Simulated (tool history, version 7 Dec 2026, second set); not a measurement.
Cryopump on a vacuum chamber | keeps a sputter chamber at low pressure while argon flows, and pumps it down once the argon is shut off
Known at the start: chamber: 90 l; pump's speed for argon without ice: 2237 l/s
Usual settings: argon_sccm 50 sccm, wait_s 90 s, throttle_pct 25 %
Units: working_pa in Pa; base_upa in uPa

run,hour,argon_sccm,wait_s,throttle_pct,working_pa,base_upa
1,0.0,50,90,25,0.1584,1.13
2,116.4,50,90,25,0.1597,1.14
3,190.6,50,90,25,0.1582,1.15
4,296.5,50,90,25,0.1588,1.21
# hour 401.4: pump warmed up, emptied and cooled again
5,405.5,50,90,25,0.1517,1.15
6,472.9,50,90,25,0.1534,1.17
7,532.3,50,90,25,0.1527,1.15
8,606.8,50,90,25,0.1531,1.18
9,707.7,50,90,25,0.1546,1.23
10,820.3,50,139,25,0.1538,1.03
11,895.0,50,139,25,0.1552,1.07

Run 12 comes next. What will it give?
12,963.6,50,246,18,?,?

Run 12 gave working_pa 0.2140 Pa, base_upa 0.87 uPa.
Without the tool's hidden state the same run would have given working_pa 0.2086 Pa, base_upa 0.36 uPa.
